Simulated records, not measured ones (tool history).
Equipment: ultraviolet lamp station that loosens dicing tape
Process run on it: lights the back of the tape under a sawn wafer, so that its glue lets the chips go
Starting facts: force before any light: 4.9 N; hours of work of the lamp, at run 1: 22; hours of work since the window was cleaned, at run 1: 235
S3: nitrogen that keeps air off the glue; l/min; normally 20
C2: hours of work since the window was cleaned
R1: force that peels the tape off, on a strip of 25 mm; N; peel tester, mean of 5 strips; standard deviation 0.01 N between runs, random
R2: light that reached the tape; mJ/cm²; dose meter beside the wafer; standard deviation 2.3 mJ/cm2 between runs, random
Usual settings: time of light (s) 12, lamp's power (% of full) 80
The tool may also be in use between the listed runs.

{"run": 1, "hour": 0.0, "time of light (s)": 12, "lamp's power (% of full)": 80, "S3": 20, "hours of work of the lamp": 22, "C2": 235, "R1": 0.49, "R2": 224}
{"run": 2, "hour": 10.7, "time of light (s)": 12, "lamp's power (% of full)": 80, "S3": 20, "hours of work of the lamp": 29, "C2": 242, "R1": 0.482, "R2": 220}
{"run": 3, "hour": 23.7, "time of light (s)": 12, "lamp's power (% of full)": 80, "S3": 20, "hours of work of the lamp": 38, "C2": 251, "R1": 0.484, "R2": 224}
{"run": 4, "hour": 36.9, "time of light (s)": 12, "lamp's power (% of full)": 80, "S3": 20, "hours of work of the lamp": 46, "C2": 260, "R1": 0.494, "R2": 216}
{"run": 5, "hour": 53.2, "time of light (s)": 12, "lamp's power (% of full)": 80, "S3": 20, "hours of work of the lamp": 57, "C2": 270, "R1": 0.489, "R2": 216}
{"run": 6, "hour": 65.5, "time of light (s)": 12, "lamp's power (% of full)": 80, "S3": 20, "hours of work of the lamp": 65, "C2": 279, "R1": 0.516, "R2": 216}
{"run": 7, "hour": 78.7, "time of light (s)": 12, "lamp's power (% of full)": 80, "S3": 7, "hours of work of the lamp": 74, "C2": 287, "R1": 0.829, "R2": 214}
{"run": 8, "hour": 90.2, "time of light (s)": 12, "lamp's power (% of full)": 80, "S3": 7, "hours of work of the lamp": 82, "C2": 295, "R1": 0.797, "R2": 217}
{"run": 9, "hour": 103.2, "time of light (s)": 12, "lamp's power (% of full)": 80, "S3": 7, "hours of work of the lamp": 90, "C2": 304, "R1": 0.796, "R2": 216}
{"run": 10, "hour": 114.9, "time of light (s)": 12, "lamp's power (% of full)": 65, "S3": 7, "hours of work of the lamp": 98, "C2": 311, "R1": 1.102, "R2": 176}
{"run": 11, "hour": 127.6, "time of light (s)": 12, "lamp's power (% of full)": 65, "S3": 7, "hours of work of the lamp": 106, "C2": 320, "R1": 1.102, "R2": 174}
{"run": 12, "hour": 142.6, "time of light (s)": 10, "lamp's power (% of full)": 65, "S3": 7, "hours of work of the lamp": 116, "C2": 330, "R1": 1.39, "R2": 146}
{"run": 13, "hour": 149.8, "time of light (s)": 12, "lamp's power (% of full)": 96, "S3": 20, "hours of work of the lamp": 121, "C2": 334, "R1": 0.364, "R2": 253}
{"run": 14, "hour": 163.9, "time of light (s)": 9, "lamp's power (% of full)": 80, "S3": 20, "hours of work of the lamp": 130, "C2": 344, "R1": 0.92, "R2": 159}
{"run": 15, "hour": 178.9, "time of light (s)": 24, "lamp's power (% of full)": 80, "S3": 20, "hours of work of the lamp": 140, "C2": 354, "R1": 0.138, "R2": 424}
{"run": 16, "hour": 195.5, "time of light (s)": 12, "lamp's power (% of full)": 61, "S3": 20, "hours of work of the lamp": 151, "C2": 365, "R1": 0.884, "R2": 155}
{"run": 17, "hour": 205.8, "time of light (s)": 15, "lamp's power (% of full)": 61, "S3": 20, "hours of work of the lamp": 158, "C2": 371, "R1": 0.589, "R2": 196}
{"run": 18, "hour": 215.1, "time of light (s)": 12, "lamp's power (% of full)": 80, "S3": 20, "hours of work of the lamp": 164, "C2": 378, "R1": 0.549, "R2": 212}
{"run": 19, "hour": 224.3, "time of light (s)": 12, "lamp's power (% of full)": 80, "S3": 20, "hours of work of the lamp": 170, "C2": 384, "R1": 0.572, "R2": 204}
{"run": 20, "hour": 238.5, "time of light (s)": 23, "lamp's power (% of full)": 80, "S3": 20, "hours of work of the lamp": 180, "C2": 393, "R1": 0.153, "R2": 397}
{"run": 21, "hour": 248.7, "time of light (s)": 12, "lamp's power (% of full)": 80, "S3": 20, "hours of work of the lamp": 186, "C2": 400, "R1": 0.578, "R2": 208}
{"run": 22, "hour": 264.1, "time of light (s)": 12, "lamp's power (% of full)": 80, "S3": 20, "hours of work of the lamp": 196, "C2": 410, "R1": 0.582, "R2": 204}
{"run": 23, "hour": 274.2, "time of light (s)": 10, "lamp's power (% of full)": 80, "S3": 8, "hours of work of the lamp": 203, "C2": 417, "R1": 1.051, "R2": 171}
{"run": 24, "hour": 286.2, "time of light (s)": 10, "lamp's power (% of full)": 80, "S3": 8, "hours of work of the lamp": 211, "C2": 425, "R1": 1.075, "R2": 168}
{"run": 25, "hour": 299.7, "time of light (s)": 10, "lamp's power (% of full)": 80, "S3": 8, "hours of work of the lamp": 220, "C2": 434, "R1": 1.157, "R2": 169}
{"run": 26, "hour": 309.9, "time of light (s)": 7, "lamp's power (% of full)": 95, "S3": 7, "hours of work of the lamp": 227, "C2": 440, "R1": 1.473, "R2": 138}
{"run": 27, "hour": 322.4, "time of light (s)": 20, "lamp's power (% of full)": 97, "S3": 20, "hours of work of the lamp": 235, "C2": 449, "R1": 0.153, "R2": 409}
{"run": 28, "hour": 329.8, "time of light (s)": 20, "lamp's power (% of full)": 97, "S3": 20, "hours of work of the lamp": 240, "C2": 453, "R1": 0.155, "R2": 409}
{"run": 29, "hour": 344.5, "time of light (s)": 7, "lamp's power (% of full)": 76, "S3": 14, "hours of work of the lamp": 250, "C2": 463, "R1": 1.551, "R2": 113}
{"run": 30, "hour": 354.4, "time of light (s)": 7, "lamp's power (% of full)": 76, "S3": 14, "hours of work of the lamp": 256, "C2": 470, "R1": 1.6, "R2": 113}
{"run": 31, "hour": 366.9, "time of light (s)": 7, "lamp's power (% of full)": 65, "S3": 23, "hours of work of the lamp": 264, "C2": 478, "R1": 1.706, "R2": 95}
{"run": 32, "hour": 376.5, "time of light (s)": 16, "lamp's power (% of full)": 80, "S3": 15, "hours of work of the lamp": 271, "C2": 484, "R1": 0.375, "R2": 263}
{"run": 33, "hour": 391.0, "time of light (s)": 11, "lamp's power (% of full)": 80, "S3": 24, "hours of work of the lamp": 280, "C2": 494, "R1": 0.659, "R2": 181}
{"run": 34, "hour": 398.3, "time of light (s)": 11, "lamp's power (% of full)": 80, "S3": 9, "hours of work of the lamp": 285, "C2": 499, "R1": 0.953, "R2": 183}
{"run": 35, "hour": 413.5, "time of light (s)": 14, "lamp's power (% of full)": 95, "S3": 20, "hours of work of the lamp": 295, "C2": 509, "R1": 0.316, "R2": 271}
{"run": 36, "hour": 426.2, "time of light (s)": 14, "lamp's power (% of full)": 95, "S3": 20, "hours of work of the lamp": 304, "C2": 517, "R1": 0.316, "R2": 275}
{"run": 37, "hour": 434.1, "time of light (s)": 17, "lamp's power (% of full)": 72, "S3": 33, "hours of work of the lamp": 309, "C2": 522, "R1": 0.314, "R2": 251}
{"run": 38, "hour": 449.8, "time of light (s)": 17, "lamp's power (% of full)": 72, "S3": 33, "hours of work of the lamp": 319, "C2": 533, "R1": 0.322, "R2": 249}
{"run": 39, "hour": 461.6, "time of light (s)": 23, "lamp's power (% of full)": 72, "S3": 12, "hours of work of the lamp": 327, "C2": 541, "R1": 0.265, "R2": 334}
{"run": 40, "hour": 476.0, "time of light (s)": 12, "lamp's power (% of full)": 80, "S3": 29, "hours of work of the lamp": 337, "C2": 550, "R1": 0.559, "R2": 189}
{"run": 41, "hour": 484.9, "time of light (s)": 18, "lamp's power (% of full)": 78, "S3": 15, "hours of work of the lamp": 342, "C2": 556, "R1": 0.344, "R2": 280}

3 options for the next run, each taken on its own from the tool as it stands now. Forecast them:
{"run": "A", "hour": 495.4, "time of light (s)": 24, "lamp's power (% of full)": 80, "S3": 20, "hours of work of the lamp": 349, "C2": 563, "R1": "?", "R2": "?"}
{"run": "B", "hour": 495.4, "time of light (s)": 12, "lamp's power (% of full)": 91, "S3": 20, "hours of work of the lamp": 349, "C2": 563, "R1": "?", "R2": "?"}
{"run": "C", "hour": 495.4, "time of light (s)": 12, "lamp's power (% of full)": 61, "S3": 8, "hours of work of the lamp": 349, "C2": 563, "R1": "?", "R2": "?"}

run=A R1=0.160 R2=389
run=B R1=0.487 R2=221
run=C R1=1.359 R2=144
With the hidden condition removed and each run's random variation left untouched, the same runs would have given:
run=A R1=0.127 R2=466
run=B R1=0.339 R2=264
run=C R1=1.064 R2=173
